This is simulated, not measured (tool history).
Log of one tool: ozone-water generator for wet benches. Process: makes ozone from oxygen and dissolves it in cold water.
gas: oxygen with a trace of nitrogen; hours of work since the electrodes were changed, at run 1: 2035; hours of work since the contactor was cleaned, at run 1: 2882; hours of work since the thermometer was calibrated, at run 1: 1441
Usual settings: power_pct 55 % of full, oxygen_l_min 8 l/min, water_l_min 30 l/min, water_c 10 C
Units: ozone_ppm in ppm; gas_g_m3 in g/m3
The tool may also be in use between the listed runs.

run	hour	power_pct	oxygen_l_min	water_l_min	water_c	hours of work since the electrodes were changed	hours of work since the contactor was cleaned	hours of work since the thermometer was calibrated	ozone_ppm	gas_g_m3
1	0	55	8	30	10	2035	2882	1441	22.8	167.5
2	80.1	55	8	30	10	2097	2944	1503	22.8	166.7
3	168.2	55	8	30	10	2166	3012	1571	22.5	167.5
4	217.6	55	8	30	10	2204	3051	1610	22.7	168.6
5	278.5	55	8	30	10	2252	3098	1657	22.4	166.6
6	331.2	55	8	30	10	2293	3139	1698	22.5	168.4
7	417.1	55	8	30	10	2359	3206	1765	22.4	165.5
# hour 424.4: water thermometer calibrated
8	502	55	8	30	10	2425	3272	60	22.3	169.3
9	565.6	61	8	30	6	2474	3321	110	24.7	177.6
10	652.6	85	7.41	27	10	2542	3389	177	30.2	219.2
11	704.2	85	7.41	27	10	2582	3429	218	30.2	218.3
# hour 740.7: water thermometer calibrated, once more
12	754.5	55	8	30	8	2621	3468	11	23.1	166
13	799.3	55	6	30	7	2656	3502	46	21.6	187.7
14	854.7	97	7.6	19	8	2699	3546	89	43.1	231.8

4 ways to go on from here, each from the tool as it stands after run 14. What would each give?
A	908	47	4.64	19	8	2740	3587	130	?	?
B	908	97	7.98	19	9	2740	3587	130	?	?
C	908	45	13.24	19	12	2740	3587	130	?	?
D	908	48	5.62	22	8	2740	3587	130	?	?

run	ozone_ppm	gas_g_m3
A	27	193.6
B	42.6	228.1
C	26.1	117.7
D	25.4	178.4
Without the tool's hidden state the same runs would have given:
run	ozone_ppm	gas_g_m3
A	29.7	207.3
B	48.6	253.7
C	28.7	125.8
D	28	191.3
